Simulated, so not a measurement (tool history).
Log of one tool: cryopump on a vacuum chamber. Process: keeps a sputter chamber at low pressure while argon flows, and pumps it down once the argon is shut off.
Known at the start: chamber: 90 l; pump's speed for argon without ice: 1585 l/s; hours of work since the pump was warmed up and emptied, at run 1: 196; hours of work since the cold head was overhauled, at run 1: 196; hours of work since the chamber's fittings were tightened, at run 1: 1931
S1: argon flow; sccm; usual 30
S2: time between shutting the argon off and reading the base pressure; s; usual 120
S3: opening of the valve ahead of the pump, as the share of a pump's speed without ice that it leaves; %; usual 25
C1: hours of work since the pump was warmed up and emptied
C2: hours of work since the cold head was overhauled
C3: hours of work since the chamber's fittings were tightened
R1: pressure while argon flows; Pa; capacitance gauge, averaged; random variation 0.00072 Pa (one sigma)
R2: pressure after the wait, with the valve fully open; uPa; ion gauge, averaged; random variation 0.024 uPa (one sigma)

| run | day | S1 | S2 | S3 | C1 | C2 | C3 | R1 | R2 |
|---|---|---|---|---|---|---|---|---|---|
| 1 | 0.000 | 30 | 120 | 25 | 196 | 196 | 1931 | 0.1301 | 1.28 |
| 2 | 0.350 | 30 | 20 | 25 | 202 | 202 | 1938 | 0.1310 | 4.62 |
| 3 | 0.933 | 30 | 20 | 25 | 213 | 213 | 1949 | 0.1296 | 4.53 |
| 4 | 1.342 | 30 | 120 | 25 | 221 | 221 | 1956 | 0.1299 | 1.24 |
| 5 | 1.821 | 30 | 120 | 25 | 230 | 230 | 1965 | 0.1306 | 1.33 |
| 6 | 2.417 | 30 | 120 | 25 | 241 | 241 | 1976 | 0.1298 | 1.30 |
| 7 | 2.733 | 30 | 120 | 25 | 247 | 247 | 1982 | 0.1306 | 1.29 |
| 8 | 3.154 | 30 | 120 | 25 | 255 | 255 | 1990 | 0.1299 | 1.29 |
| 9 | 3.671 | 30 | 120 | 25 | 264 | 264 | 2000 | 0.1302 | 1.30 |
| 10 | 4.250 | 30 | 120 | 25 | 275 | 275 | 2011 | 0.1306 | 1.33 |
| 11 | 4.754 | 30 | 120 | 25 | 285 | 285 | 2020 | 0.1308 | 1.31 |
| 12 | 5.338 | 30 | 160 | 25 | 296 | 296 | 2031 | 0.1309 | 1.16 |
| 13 | 5.833 | 30 | 112 | 25 | 305 | 305 | 2041 | 0.1318 | 1.37 |
| 14 | 6.358 | 30 | 112 | 25 | 315 | 315 | 2050 | 0.1300 | 1.40 |
| 15 | 6.804 | 30 | 120 | 45 | 323 | 323 | 2059 | 0.0742 | 1.39 |
| 16 | 7.112 | 30 | 120 | 25 | 329 | 329 | 2064 | 0.1312 | 1.30 |
| 17 | 7.646 | 30 | 120 | 50 | 339 | 339 | 2074 | 0.0662 | 1.32 |
| 18 | 8.154 | 22 | 36 | 50 | 349 | 349 | 2084 | 0.0487 | 2.82 |
| 19 | 8.417 | 47 | 120 | 25 | 353 | 353 | 2089 | 0.2035 | 1.32 |
| 20 | 8.696 | 30 | 97 | 25 | 359 | 359 | 2094 | 0.1306 | 1.47 |
| 21 | 9.196 | 30 | 97 | 25 | 368 | 368 | 2104 | 0.1310 | 1.47 |
| 22 | 9.696 | 30 | 33 | 26 | 377 | 377 | 2113 | 0.1277 | 3.17 |
| 23 | 10.096 | 30 | 79 | 17 | 385 | 385 | 2120 | 0.1907 | 1.70 |
| 24 | 10.408 | 30 | 79 | 17 | 391 | 391 | 2126 | 0.1910 | 1.65 |
| 25 | 10.925 | 43 | 42 | 21 | 400 | 400 | 2136 | 0.2233 | 2.54 |
| 26 | 11.225 | 43 | 42 | 21 | 406 | 406 | 2142 | 0.2222 | 2.55 |
| 27 | 11.800 | 43 | 42 | 21 | 417 | 417 | 2152 | 0.2237 | 2.58 |
| 28 | 12.158 | 43 | 42 | 21 | 424 | 424 | 2159 | 0.2251 | 2.60 |
| 29 | 12.571 | 30 | 222 | 25 | 431 | 431 | 2167 | 0.1318 | 1.03 |
| 30 | 13.179 | 30 | 222 | 25 | 443 | 443 | 2178 | 0.1322 | 1.08 |
| 31 | 13.629 | 30 | 222 | 25 | 451 | 451 | 2187 | 0.1317 | 1.03 |
| 32 | 14.200 | 24 | 120 | 43 | 462 | 462 | 2197 | 0.0630 | 1.39 |
| 33 | 14.712 | 24 | 120 | 43 | 471 | 471 | 2207 | 0.0633 | 1.31 |

Forecast each of these 5 alternatives for the next run:
| A | 15.142 | 45 | 120 | 43 | 479 | 479 | 2215 | ? | ? |
| B | 15.142 | 24 | 76 | 54 | 479 | 479 | 2215 | ? | ? |
| C | 15.142 | 16 | 224 | 29 | 479 | 479 | 2215 | ? | ? |
| D | 15.142 | 30 | 120 | 27 | 479 | 479 | 2215 | ? | ? |
| E | 15.142 | 20 | 45 | 25 | 479 | 479 | 2215 | ? | ? |

| run | R1 | R2 |
|---|---|---|
| A | 0.1185 | 1.36 |
| B | 0.0503 | 1.81 |
| C | 0.0611 | 1.09 |
| D | 0.1227 | 1.42 |
| E | 0.0890 | 2.53 |
Without the tool's hidden state the same runs would have given:
| run | R1 | R2 |
|---|---|---|
| A | 0.1121 | 0.82 |
| B | 0.0469 | 1.26 |
| C | 0.0588 | 0.54 |
| D | 0.1185 | 0.88 |
| E | 0.0861 | 1.98 |
